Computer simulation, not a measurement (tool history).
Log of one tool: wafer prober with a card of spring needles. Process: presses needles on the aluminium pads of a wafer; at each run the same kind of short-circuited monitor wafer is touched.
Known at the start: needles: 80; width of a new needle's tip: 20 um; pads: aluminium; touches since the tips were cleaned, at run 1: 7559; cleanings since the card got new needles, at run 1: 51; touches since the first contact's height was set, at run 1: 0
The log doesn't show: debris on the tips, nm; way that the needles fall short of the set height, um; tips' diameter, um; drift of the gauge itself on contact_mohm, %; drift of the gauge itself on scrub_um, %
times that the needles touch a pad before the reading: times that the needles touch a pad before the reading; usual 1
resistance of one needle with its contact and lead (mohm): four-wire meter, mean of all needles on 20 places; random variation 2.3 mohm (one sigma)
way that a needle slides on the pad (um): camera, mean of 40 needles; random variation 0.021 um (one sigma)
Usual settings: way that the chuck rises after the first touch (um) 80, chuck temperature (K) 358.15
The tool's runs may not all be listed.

run,day,way that the chuck rises after the first touch (um),chuck temperature (K),times that the needles touch a pad before the reading,touches since the tips were cleaned,cleanings since the card got new needles,touches since the first contact's height was set,resistance of one needle with its contact and lead (mohm),way that a needle slides on the pad (um)
1,0.000,80,358.15,1,7559,51,0,303,17.19
# day 0.104: tips cleaned on abrasive film
# day 0.867: tips cleaned on abrasive film
2,1.104,80,358.15,1,2831,53,13088,287,17.19
# day 1.625: tips cleaned on abrasive film
3,1.650,80,358.15,1,257,54,19539,262,17.17
# day 2.446: tips cleaned on abrasive film
4,2.829,80,358.15,1,4580,55,33589,299,17.16
# day 3.208: tips cleaned on abrasive film
# day 3.975: tips cleaned on abrasive film
5,3.975,80,358.15,1,0,57,47184,256,17.10
# day 4.088: tips cleaned on abrasive film, once more
# day 4.896: tips cleaned on abrasive film
6,4.979,76,358.15,1,976,59,59065,269,16.22
7,5.462,76,358.15,1,6763,59,64852,308,16.25
# day 5.662: tips cleaned on abrasive film
# day 6.412: tips cleaned on abrasive film
8,6.412,76,358.15,1,0,61,76120,260,16.22
# day 7.200: tips cleaned on abrasive film
9,7.350,76,358.15,1,1796,62,87247,282,16.20
# day 7.983: tips cleaned on abrasive film
10,8.304,80,358.15,2,3822,63,98583,279,17.09
# day 8.725: tips cleaned on abrasive film
# day 8.821: height of the first contact set anew
11,8.971,80,358.15,2,2793,64,1820,270,17.19
# day 9.479: tips cleaned on abrasive film
12,10.125,80,358.15,2,7701,65,15521,283,17.20
# day 10.250: tips cleaned on abrasive film
# day 11.029: tips cleaned on abrasive film
13,11.317,80,358.15,2,3452,67,29689,273,17.12
# day 11.762: tips cleaned on abrasive film
14,11.879,80,345.15,1,1371,68,36341,276,17.14
# day 12.475: tips cleaned on abrasive film
15,12.696,80,324.15,1,2626,69,46043,275,17.09
# day 13.212: tips cleaned on abrasive film
16,13.496,80,324.15,1,3408,70,55569,284,17.11
# day 13.950: tips cleaned on abrasive film
17,14.654,80,301.15,3,8402,71,69326,260,17.09
# day 14.733: tips cleaned on abrasive film
# day 15.462: tips cleaned on abrasive film
18,15.779,80,363.15,2,3825,73,82704,274,17.08
# day 16.192: tips cleaned on abrasive film
# day 16.967: tips cleaned on abrasive film
19,16.967,81,392.15,1,0,75,96749,270,17.27
# day 17.662: height of the first contact set anew
# day 17.767: tips cleaned on abrasive film
20,17.962,82,386.15,3,2378,76,3573,271,17.62
21,18.450,82,386.15,3,8163,76,9358,276,17.67
# day 18.517: tips cleaned on abrasive film
# day 19.321: tips cleaned on abrasive film
22,19.367,83,358.15,2,535,78,20216,261,17.81

The next listed run, before its measurement:
# day 20.033: tips cleaned on abrasive film
23,20.208,65,374.15,2,2110,79,30250,?,?

{"run 23": {"resistance of one needle with its contact and lead (mohm)": 286, "way that a needle slides on the pad (um)": 13.92}}
Without the tool's hidden state the same run would have given resistance of one needle with its contact and lead (mohm) 260, way that a needle slides on the pad (um) 13.97.
